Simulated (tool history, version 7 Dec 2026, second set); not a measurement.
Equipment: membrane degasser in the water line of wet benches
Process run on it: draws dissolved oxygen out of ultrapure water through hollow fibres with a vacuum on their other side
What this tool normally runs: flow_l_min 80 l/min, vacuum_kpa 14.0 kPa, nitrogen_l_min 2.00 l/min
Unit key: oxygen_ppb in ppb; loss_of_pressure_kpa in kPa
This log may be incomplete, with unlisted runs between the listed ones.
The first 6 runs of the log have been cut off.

| run | hour | flow_l_min | vacuum_kpa | nitrogen_l_min | hours since the membrane was changed | hours since the vacuum gauge was calibrated | hours since the vacuum lines were made tight | oxygen_ppb | loss_of_pressure_kpa |
|---|---|---|---|---|---|---|---|---|---|
| 7 | 209.6 | 80 | 14.0 | 2.00 | 354 | 2560 | 3654 | 808.0 | 28.67 |
| 8 | 240.6 | 80 | 14.0 | 4.81 | 385 | 2591 | 3685 | 400.2 | 28.65 |
| 9 | 273.1 | 80 | 14.0 | 4.81 | 417 | 2624 | 3717 | 401.8 | 28.51 |
| 10 | 292.1 | 80 | 14.0 | 4.81 | 436 | 2642 | 3736 | 399.7 | 28.33 |
| 11 | 324.2 | 80 | 14.0 | 4.81 | 469 | 2675 | 3768 | 400.3 | 28.58 |
| 12 | 360.8 | 80 | 14.0 | 2.00 | 505 | 2711 | 3805 | 807.8 | 28.47 |
| 13 | 390.7 | 80 | 14.0 | 2.00 | 535 | 2741 | 3835 | 813.6 | 28.43 |
| 14 | 429.8 | 80 | 16.2 | 2.00 | 574 | 2780 | 3874 | 965.5 | 28.58 |
| 15 | 458.1 | 80 | 14.0 | 2.00 | 602 | 2808 | 3902 | 808.6 | 28.67 |
| 16 | 486.5 | 80 | 14.0 | 2.00 | 631 | 2837 | 3931 | 815.9 | 28.79 |
| 17 | 506.5 | 80 | 14.0 | 2.00 | 651 | 2857 | 3951 | 809.0 | 28.69 |
| 18 | 542.7 | 80 | 9.9 | 2.00 | 687 | 2893 | 3987 | 524.1 | 28.67 |
| 19 | 567.5 | 51 | 17.6 | 1.87 | 712 | 2918 | 4012 | 784.4 | 18.32 |
| 20 | 594.7 | 121 | 11.9 | 0.94 | 739 | 2945 | 4039 | 1462.7 | 43.06 |
| 21 | 629.3 | 121 | 11.9 | 0.94 | 774 | 2980 | 4074 | 1462.6 | 43.39 |
| 22 | 656.0 | 89 | 20.5 | 1.20 | 800 | 3006 | 4100 | 1876.1 | 32.10 |
| 23 | 700.3 | 84 | 17.1 | 2.69 | 845 | 3051 | 4145 | 855.0 | 30.13 |
| 24 | 719.8 | 84 | 17.1 | 2.69 | 864 | 3070 | 4164 | 848.1 | 30.19 |
| 25 | 750.0 | 63 | 12.0 | 5.76 | 894 | 3100 | 4194 | 225.1 | 22.43 |
| 26 | 776.6 | 63 | 12.0 | 5.76 | 921 | 3127 | 4221 | 224.9 | 22.57 |
| 27 | 819.0 | 102 | 17.2 | 4.06 | 963 | 3169 | 4263 | 744.3 | 36.33 |
| 28 | 844.0 | 119 | 17.2 | 2.03 | 988 | 3194 | 4288 | 1378.1 | 42.46 |
| 29 | 883.3 | 71 | 33.5 | 2.00 | 1028 | 3234 | 4328 | 1827.8 | 25.29 |
| 30 | 908.0 | 71 | 15.9 | 5.40 | 1052 | 3258 | 4352 | 382.1 | 25.22 |
| 31 | 928.9 | 58 | 14.0 | 2.00 | 1073 | 3279 | 4373 | 633.6 | 20.46 |

Each row is a separate what-if for the run after 31, all from the same tool condition, not one after another. Results?
| A | 953.3 | 80 | 11.4 | 1.18 | 1098 | 3304 | 4398 | ? | ? |
| B | 953.3 | 78 | 16.3 | 4.69 | 1098 | 3304 | 4398 | ? | ? |
| C | 953.3 | 125 | 17.2 | 1.98 | 1098 | 3304 | 4398 | ? | ? |

| run | oxygen_ppb | loss_of_pressure_kpa |
|---|---|---|
| A | 927.9 | 28.55 |
| B | 483.1 | 28.09 |
| C | 1461.2 | 44.61 |
Without the tool's hidden state the same runs would have given:
| run | oxygen_ppb | loss_of_pressure_kpa |
|---|---|---|
| A | 913.6 | 28.54 |
| B | 475.7 | 28.08 |
| C | 1438.8 | 44.60 |
